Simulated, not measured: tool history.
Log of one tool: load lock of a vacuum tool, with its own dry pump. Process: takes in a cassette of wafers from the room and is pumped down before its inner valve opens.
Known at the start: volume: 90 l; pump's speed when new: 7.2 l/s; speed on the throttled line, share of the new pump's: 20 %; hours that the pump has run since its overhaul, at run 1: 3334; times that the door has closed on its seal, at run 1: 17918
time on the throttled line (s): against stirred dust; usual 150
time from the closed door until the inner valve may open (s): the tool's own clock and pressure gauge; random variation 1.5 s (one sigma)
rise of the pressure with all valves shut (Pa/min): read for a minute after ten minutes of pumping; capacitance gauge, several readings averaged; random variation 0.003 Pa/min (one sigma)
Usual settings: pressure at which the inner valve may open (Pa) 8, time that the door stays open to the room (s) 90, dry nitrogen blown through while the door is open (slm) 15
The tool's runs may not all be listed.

run	hour	time on the throttled line (s)	pressure at which the inner valve may open (Pa)	time that the door stays open to the room (s)	dry nitrogen blown through while the door is open (slm)	hours that the pump has run since its overhaul	times that the door has closed on its seal	incoming humidity of the room's air, %	time from the closed door until the inner valve may open (s)	rise of the pressure with all valves shut (Pa/min)
1	0	150	8	90	15	3334	17918	45.2	247	0.099
2	174.8	150	8	90	15	3509	18413	45.2	245.3	0.103
3	352.4	150	8	90	15	3687	18916	48.7	247.7	0.113
4	468.7	150	8	90	15	3803	19245	43.5	248.9	0.111
5	569.5	150	8	90	15	3904	19530	47.5	245.8	0.115
6	694.6	150	8	103	15	4029	19884	45	247.3	0.121
7	860.3	150	8	90	15	4195	20353	44.9	248.3	0.113
8	980	150	8	90	15	4314	20692	45.3	246.7	0.116
9	1080.5	150	8	90	15	4415	20977	41.3	247.3	0.123
10	1200.3	150	12	90	15	4535	21316	44	241.9	0.121
11	1392.7	150	12	90	15	4727	21860	45.8	242.4	0.131
12	1534.1	150	12	90	15	4868	22261	44.4	243.2	0.135
13	1693.8	195	12	90	15	5028	22713	42.6	276.6	0.133
14	1903.9	150	6	90	15	5238	23308	47.3	256.2	0.139
15	2073.6	150	6	90	15	5408	23788	41.1	254.9	0.141
16	2167.4	150	6	90	15	5502	24053	43.7	255.4	0.145
17	2394.1	150	6	90	15	5728	24695	46.1	254.1	0.149
18	2565.2	150	8	90	17	5899	25179	42.9	248.9	0.145
19	2713	150	8	90	17	6047	25598	45.1	249.2	0.152
20	2811.3	150	8	90	17	6146	25876	44.5	249.5	0.159
21	3029.8	150	8	90	14	6364	26495	42.5	250	0.151
22	3207.4	117	10	90	10	6542	26997	45.2	222.6	0.166
23	3399.5	104	9	72	25	6734	27541	43.7	213	0.154
24	3495.7	85	8	36	15	6830	27813	46.2	204.7	0.153
25	3644.9	280	15	110	15	6979	28236	44.6	345.3	0.173
26	3746.7	280	15	110	15	7081	28524	45.3	339.9	0.176
27	3907.2	118	9	110	33	7241	28978	47.3	225.9	0.175
28	4074.5	118	9	110	33	7409	29452	46.1	225.5	0.175
29	4300.5	118	9	110	5	7635	30092	45.3	224.8	0.201
30	4425.1	118	9	110	5	7759	30444	42.6	225.7	0.213
31	4626.6	150	14	221	14	7961	31015	43	242.3	0.209
32	4724.4	150	14	221	14	8059	31292	40.5	245.4	0.221
33	4881.8	150	14	76	14	8216	31737	47.6	243.1	0.194
34	5093.1	150	14	197	14	8427	32335	44.8	245.5	0.229
35	5236.4	150	6	90	15	8571	32741	46.1	259.4	0.203
36	5453.8	233	12	90	15	8788	33356	43.5	314	0.21

3 ways to go on from here, each from the tool as it stands after run 36. What would each give?
A	5629.1	233	7	220	17	8963	33853	42	?	?
B	5629.1	233	12	187	15	8963	33853	43.1	?	?
C	5629.1	150	8	90	10	8963	33853	44	?	?

run	time from the closed door until the inner valve may open (s)	rise of the pressure with all valves shut (Pa/min)
A	325.8	0.237
B	312.2	0.235
C	255	0.224
Without the tool's hidden state the same runs would have given:
run	time from the closed door until the inner valve may open (s)	rise of the pressure with all valves shut (Pa/min)
A	311.1	0.051
B	299.1	0.049
C	237.8	0.036
